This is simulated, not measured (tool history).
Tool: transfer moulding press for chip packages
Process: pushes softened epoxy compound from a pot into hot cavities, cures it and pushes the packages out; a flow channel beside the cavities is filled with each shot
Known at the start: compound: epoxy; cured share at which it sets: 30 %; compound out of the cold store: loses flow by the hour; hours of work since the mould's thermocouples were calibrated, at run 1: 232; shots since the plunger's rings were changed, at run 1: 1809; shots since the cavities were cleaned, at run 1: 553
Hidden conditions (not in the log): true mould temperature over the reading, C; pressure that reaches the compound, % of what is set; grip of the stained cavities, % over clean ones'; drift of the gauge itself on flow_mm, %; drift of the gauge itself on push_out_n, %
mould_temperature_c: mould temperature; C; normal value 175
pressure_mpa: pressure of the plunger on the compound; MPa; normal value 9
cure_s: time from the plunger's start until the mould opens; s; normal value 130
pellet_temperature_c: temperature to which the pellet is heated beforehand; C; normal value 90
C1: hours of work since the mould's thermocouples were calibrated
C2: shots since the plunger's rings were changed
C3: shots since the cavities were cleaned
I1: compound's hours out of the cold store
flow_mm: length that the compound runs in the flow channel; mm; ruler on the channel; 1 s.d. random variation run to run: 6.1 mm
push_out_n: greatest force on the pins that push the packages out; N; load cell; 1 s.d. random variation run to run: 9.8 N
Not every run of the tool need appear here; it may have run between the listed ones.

Run 1, hour 0: usual settings; C1 232; C2 1809; C3 553; I1 13.7. Result: flow_mm 849 mm, push_out_n 473 N.
At hour 13.4: cavities cleaned with cleaning compound and waxed.
Run 2, hour 65.1: usual settings; C1 269; C2 2376; C3 462; I1 30.7. Result: flow_mm 745 mm, push_out_n 428 N.
At hour 84.7: cavities cleaned with cleaning compound and waxed.
Run 3, hour 133.9: usual settings but pellet_temperature_c 83 C; C1 308; C2 2976; C3 439; I1 22.4. Result: flow_mm 794 mm, push_out_n 454 N.
At hour 157.5: cavities cleaned with cleaning compound and waxed.
At hour 170.9: mould's thermocouples calibrated.
Run 4, hour 172.2: usual settings but pellet_temperature_c 83 C; C1 1; C2 3287; C3 114; I1 38.3. Result: flow_mm 699 mm, push_out_n 443 N.
At hour 235.7: cavities cleaned with cleaning compound and waxed.
Run 5, hour 249.7: usual settings but pellet_temperature_c 83 C; C1 45; C2 3964; C3 125; I1 47.5. Result: flow_mm 656 mm, push_out_n 428 N.
Run 6, hour 281.5: usual settings but pellet_temperature_c 83 C; C1 64; C2 4247; C3 408; I1 30. Result: flow_mm 751 mm, push_out_n 424 N.
At hour 310.8: cavities cleaned with cleaning compound and waxed.
Run 7, hour 319.8: usual settings but mould_temperature_c 173 C; C1 85; C2 4575; C3 80; I1 19.8. Result: flow_mm 831 mm, push_out_n 488 N.
Run 8, hour 373.9: usual settings; C1 117; C2 5058; C3 563; I1 34.9. Result: flow_mm 721 mm, push_out_n 421 N.
At hour 384.8: cavities cleaned with cleaning compound and waxed.
Run 9, hour 440.8: usual settings; C1 156; C2 5641; C3 499; I1 18.8. Result: flow_mm 812 mm, push_out_n 447 N.
At hour 459.9: cavities cleaned with cleaning compound and waxed.
Run 10, hour 514.7: usual settings; C1 198; C2 6287; C3 490; I1 43.2. Result: flow_mm 685 mm, push_out_n 434 N.
At hour 534.1: cavities cleaned with cleaning compound and waxed.
At hour 562.6: plunger's sealing rings changed.
Run 11, hour 590.7: usual settings; C1 240; C2 250; C3 482; I1 44.6. Result: flow_mm 672 mm, push_out_n 435 N.
At hour 612.8: cavities cleaned with cleaning compound and waxed.
Run 12, hour 660.1: usual settings; C1 280; C2 855; C3 421; I1 29.1. Result: flow_mm 755 mm, push_out_n 443 N.
At hour 685.7: cavities cleaned with cleaning compound and waxed.
Run 13, hour 699.4: usual settings; C1 302; C2 1193; C3 122; I1 35.6. Result: flow_mm 704 mm, push_out_n 440 N.
At hour 746.5: mould's thermocouples calibrated.
Run 14, hour 746.5: usual settings but mould_temperature_c 179 C, pressure_mpa 7.23 MPa, cure_s 163 s, pellet_temperature_c 84 C; C1 0; C2 1594; C3 523; I1 24.5. Result: flow_mm 684 mm, push_out_n 389 N.
At hour 761.6: cavities cleaned with cleaning compound and waxed.
Run 15, hour 783.2: usual settings but pressure_mpa 6.85 MPa, cure_s 150 s; C1 21; C2 1909; C3 194; I1 27.4. Result: flow_mm 668 mm, push_out_n 422 N.
At hour 836.3: cavities cleaned with cleaning compound and waxed.
Run 16, hour 838.5: usual settings but pressure_mpa 6.85 MPa, cure_s 150 s; C1 52; C2 2388; C3 20; I1 20. Result: flow_mm 695 mm, push_out_n 411 N.
Run 17, hour 881.6: usual settings but pressure_mpa 6.85 MPa, cure_s 150 s; C1 77; C2 2773; C3 405; I1 38. Result: flow_mm 613 mm, push_out_n 414 N.
At hour 913.5: cavities cleaned with cleaning compound and waxed.
Run 18, hour 953.1: usual settings but pressure_mpa 6.82 MPa, cure_s 150 s; C1 118; C2 3396; C3 353; I1 41.6. Result: flow_mm 599 mm, push_out_n 402 N.
At hour 990.8: cavities cleaned with cleaning compound and waxed.
Run 19, hour 994.5: usual settings but mould_temperature_c 177 C, pressure_mpa 7.81 MPa, cure_s 144 s, pellet_temperature_c 92 C; C1 142; C2 3752; C3 33; I1 46.1. Result: flow_mm 614 mm, push_out_n 395 N.
Run 20, hour 1032.1: usual settings but mould_temperature_c 177 C, pressure_mpa 7.81 MPa, cure_s 144 s, pellet_temperature_c 92 C; C1 164; C2 4087; C3 368; I1 17.6. Result: flow_mm 756 mm, push_out_n 398 N.
At hour 1066.5: cavities cleaned with cleaning compound and waxed.
Run 21, hour 1104.5: usual settings but mould_temperature_c 177 C, pressure_mpa 7.81 MPa, cure_s 144 s, pellet_temperature_c 92 C; C1 205; C2 4719; C3 338; I1 18.5. Result: flow_mm 750 mm, push_out_n 411 N.
At hour 1138.9: cavities cleaned with cleaning compound and waxed.
Run 22, hour 1142.9: usual settings but mould_temperature_c 177 C, pressure_mpa 7.81 MPa, cure_s 144 s, pellet_temperature_c 92 C; C1 227; C2 5048; C3 36; I1 34.7. Result: flow_mm 669 mm, push_out_n 391 N.
At hour 1212.4: cavities cleaned with cleaning compound and waxed.
Run 23, hour 1213.3: usual settings but mould_temperature_c 178 C, pressure_mpa 10.97 MPa, cure_s 114 s, pellet_temperature_c 95 C; C1 267; C2 5663; C3 8; I1 47.9. Result: flow_mm 713 mm, push_out_n 413 N.
Run 24, hour 1270.7: usual settings but mould_temperature_c 178 C, pressure_mpa 10.97 MPa, cure_s 114 s, pellet_temperature_c 95 C; C1 301; C2 6175; C3 520; I1 40.8. Result: flow_mm 745 mm, push_out_n 450 N.
At hour 1284.4: cavities cleaned with cleaning compound and waxed.
At hour 1319.2: mould's thermocouples calibrated.
Run 25, hour 1320.9: usual settings but mould_temperature_c 182 C, pressure_mpa 10.78 MPa, cure_s 134 s, pellet_temperature_c 87 C; C1 1; C2 6591; C3 307; I1 28.9. Result: flow_mm 800 mm, push_out_n 407 N.
At hour 1336.9: plunger's sealing rings changed.
At hour 1365.3: cavities cleaned with cleaning compound and waxed.
Run 26, hour 1379.2: usual settings but mould_temperature_c 182 C, pressure_mpa 10.78 MPa, cure_s 134 s, pellet_temperature_c 87 C; C1 33; C2 364; C3 124; I1 44.6. Result: flow_mm 702 mm, push_out_n 402 N.

Consider 3 possible next runs. They are alternatives, not a sequence: every one starts from the tool as it was left by run 26. What does each give?
At hour 1438.1: cavities cleaned with cleaning compound and waxed.
Run A, hour 1445.1: usual settings but mould_temperature_c 182 C, pressure_mpa 10.78 MPa, cure_s 149 s, pellet_temperature_c 87 C; C1 71; C2 938; C3 62; I1 31.7. Result: flow_mm ?, push_out_n ?.
At hour 1438.1: cavities cleaned with cleaning compound and waxed.
Run B, hour 1445.1: usual settings but mould_temperature_c 177 C, pressure_mpa 7.19 MPa, cure_s 134 s, pellet_temperature_c 87 C; C1 71; C2 938; C3 62; I1 45.2. Result: flow_mm ?, push_out_n ?.
At hour 1438.1: cavities cleaned with cleaning compound and waxed.
Run C, hour 1445.1: usual settings but pellet_temperature_c 87 C; C1 71; C2 938; C3 62; I1 22.1. Result: flow_mm ?, push_out_n ?.

run  flow_mm  push_out_n
  A      766         405
  B      592         403
  C      797         460
With no hidden state in the tool, these same runs would have given:
run  flow_mm  push_out_n
  A      766         404
  B      592         402
  C      797         459
